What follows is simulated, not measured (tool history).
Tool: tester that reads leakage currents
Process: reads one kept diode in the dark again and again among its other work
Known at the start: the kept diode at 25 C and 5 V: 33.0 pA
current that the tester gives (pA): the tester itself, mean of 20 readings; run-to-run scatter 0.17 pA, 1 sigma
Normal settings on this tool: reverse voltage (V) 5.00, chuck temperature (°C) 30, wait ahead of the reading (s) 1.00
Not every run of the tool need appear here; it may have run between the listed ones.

| run | hour | reverse voltage (V) | chuck temperature (°C) | wait ahead of the reading (s) | current that the tester gives (pA) |
|---|---|---|---|---|---|
| 1 | 0.0 | 5.00 | 30 | 1.00 | 58.30 |
| 2 | 38.9 | 5.00 | 22 | 1.00 | 31.69 |
| 3 | 56.3 | 5.00 | 22 | 1.00 | 31.71 |
| 4 | 87.3 | 5.29 | 30 | 1.00 | 60.10 |
| 5 | 116.4 | 5.29 | 30 | 1.00 | 60.10 |
| 6 | 138.2 | 5.29 | 30 | 1.00 | 60.37 |
| 7 | 170.0 | 5.00 | 59 | 1.00 | 561.72 |
| 8 | 202.3 | 5.00 | 59 | 0.63 | 561.42 |
| 9 | 221.5 | 5.00 | 30 | 1.00 | 58.78 |
| 10 | 238.6 | 5.00 | 30 | 1.00 | 58.37 |
| 11 | 260.3 | 6.61 | 30 | 1.00 | 66.75 |
| 12 | 292.1 | 3.37 | 30 | 1.00 | 48.86 |
| 13 | 318.0 | 3.37 | 30 | 1.00 | 49.05 |
| 14 | 347.5 | 5.00 | 30 | 1.00 | 58.61 |
| 15 | 369.5 | 5.00 | 30 | 1.00 | 58.87 |
| 16 | 394.9 | 5.00 | 30 | 8.34 | 57.07 |
| 17 | 419.5 | 5.00 | 30 | 8.34 | 57.29 |
| 18 | 455.3 | 5.00 | 30 | 1.00 | 58.78 |
| 19 | 494.1 | 5.00 | 28 | 1.00 | 50.57 |
| 20 | 512.3 | 5.00 | 30 | 1.00 | 58.74 |
| 21 | 541.9 | 2.31 | 51 | 0.59 | 225.73 |
| 22 | 561.8 | 2.31 | 27 | 0.56 | 33.20 |
| 23 | 599.6 | 18.35 | 31 | 1.00 | 121.51 |
| 24 | 632.8 | 4.05 | 37 | 1.77 | 92.73 |
| 25 | 670.8 | 1.16 | 39 | 3.22 | 65.42 |
| 26 | 701.9 | 1.16 | 44 | 0.57 | 99.41 |
| 27 | 727.8 | 1.16 | 44 | 0.57 | 99.35 |
| 28 | 744.3 | 3.92 | 59 | 1.00 | 505.30 |
| 29 | 769.7 | 15.52 | 32 | 0.71 | 122.58 |
| 30 | 804.3 | 10.98 | 32 | 0.40 | 106.02 |
| 31 | 829.6 | 7.84 | 54 | 0.51 | 454.33 |
| 32 | 846.6 | 7.84 | 54 | 0.51 | 457.10 |
| 33 | 866.0 | 7.82 | 54 | 7.93 | 451.02 |
| 34 | 901.1 | 7.82 | 54 | 7.93 | 449.51 |
|  | 906.3 | probe card cleaned and baked |
| 35 | 930.5 | 5.49 | 54 | 1.80 | 381.15 |
| 36 | 963.0 | 5.49 | 54 | 8.42 | 382.92 |
| 37 | 983.3 | 7.86 | 30 | 1.00 | 62.01 |
| 38 | 1010.3 | 7.86 | 30 | 1.00 | 62.13 |
| 39 | 1046.6 | 5.13 | 30 | 0.30 | 56.34 |
| 40 | 1064.1 | 1.21 | 40 | 0.50 | 70.42 |

Predict each of these 4 candidate next runs independently; none follows another, all start after run 40:
| A | 1089.4 | 5.00 | 28 | 3.12 | ? |
| B | 1089.4 | 1.21 | 25 | 2.96 | ? |
| C | 1089.4 | 2.10 | 59 | 1.00 | ? |
| D | 1089.4 | 11.99 | 30 | 1.00 | ? |

| run | current that the tester gives (pA) |
|---|---|
| A | 42.40 |
| B | 18.71 |
| C | 392.32 |
| D | 74.61 |
What these runs would have given with no unlogged condition in the tool:
| run | current that the tester gives (pA) |
|---|---|
| A | 44.35 |
| B | 19.68 |
| C | 411.52 |
| D | 77.53 |

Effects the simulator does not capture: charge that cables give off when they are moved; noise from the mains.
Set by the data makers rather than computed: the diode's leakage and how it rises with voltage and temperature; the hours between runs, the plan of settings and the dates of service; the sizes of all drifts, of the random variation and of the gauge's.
